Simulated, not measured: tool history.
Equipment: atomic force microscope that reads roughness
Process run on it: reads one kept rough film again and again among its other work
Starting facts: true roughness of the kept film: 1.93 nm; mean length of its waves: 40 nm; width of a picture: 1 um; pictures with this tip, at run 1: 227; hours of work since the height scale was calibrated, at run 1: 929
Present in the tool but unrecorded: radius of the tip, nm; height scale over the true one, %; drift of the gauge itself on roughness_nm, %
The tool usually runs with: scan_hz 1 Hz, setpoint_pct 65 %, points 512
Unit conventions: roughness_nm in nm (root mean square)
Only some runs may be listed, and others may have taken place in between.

run,day,scan_hz,setpoint_pct,points,pictures with this tip,hours of work since the height scale was calibrated,roughness_nm
1,0,1,65,512,227,929,1.707
2,0.829,1,65,512,263,943,1.686
# day 1.896: new tip fitted
3,2.217,1,65,512,13,967,1.8
4,3.492,1,65,512,68,989,1.777
5,4.475,1,65,512,110,1006,1.763
6,5.95,1,65,512,174,1032,1.733
7,7.35,2.91,65,512,234,1056,1.643
8,8.25,2.91,65,512,273,1072,1.628
# day 9.042: new tip fitted
9,9.375,1,65,512,14,1091,1.799
10,10.338,1,81,512,55,1108,1.718
11,11.008,1,65,740,84,1120,1.768
12,12.492,2.46,65,512,148,1145,1.675
13,13.488,2.46,65,512,191,1163,1.676
14,14.388,2.46,65,512,229,1178,1.658
15,15.75,2.46,65,512,288,1202,1.635
# day 16.221: new tip fitted
16,16.488,1,56,512,12,1215,1.815
17,17.888,1,68,512,72,1239,1.758
18,19.129,1,65,512,125,1261,1.739
19,20.512,1,65,512,185,1285,1.709
20,21.246,1.03,65,512,216,1297,1.699
21,22.783,1.03,65,512,282,1324,1.674
# day 23.358: new tip fitted
22,24.35,1,65,512,43,1351,1.785
23,25.571,3.7,65,512,95,1372,1.656
24,26.554,2.11,57,512,137,1389,1.734
25,27.746,1,57,512,189,1410,1.738
26,28.683,1,88,512,229,1426,1.623
27,29.596,1,88,512,268,1442,1.604
28,30.283,1,88,512,298,1454,1.596
# day 30.512: new tip fitted
29,31.429,2.7,61,812,39,1474,1.756
30,32.142,0.75,56,283,70,1486,1.781
31,33.333,0.58,65,283,121,1507,1.743
32,34.679,0.58,65,283,179,1530,1.745
33,35.438,0.58,65,283,211,1543,1.714
34,36.788,3.68,70,580,269,1567,1.552
# day 37.725: new tip fitted
35,38.108,2.34,58,411,16,1590,1.753
36,39.2,0.8,58,411,63,1609,1.799
37,39.862,1.77,65,512,91,1620,1.727
38,40.679,1.77,65,512,126,1634,1.721
39,41.367,1.87,69,350,156,1646,1.684
40,42.15,1.49,73,350,190,1660,1.672
41,43.033,0.86,65,499,228,1675,1.709
42,44.429,2.21,81,263,288,1699,1.536
# day 44.942: new tip fitted
43,45.188,1.23,81,961,10,1712,1.726
44,46.104,0.9,59,744,50,1728,1.796
45,47.612,2.71,59,744,115,1755,1.711
# day 47.888: height scale calibrated on a step standard
46,48.554,2.71,59,744,153,12,1.734

Alternative continuations, all from the tool just after run 46; predict every row:
A,49.717,1,65,407,203,32,?
B,49.717,1.41,59,744,203,32,?
C,49.717,2.38,57,346,203,32,?
D,49.717,0.61,79,413,203,32,?

run,roughness_nm
A,1.743
B,1.747
C,1.71
D,1.725
Had the tool no hidden state, the same runs would have come out as:
run,roughness_nm
A,1.832
B,1.837
C,1.798
D,1.814
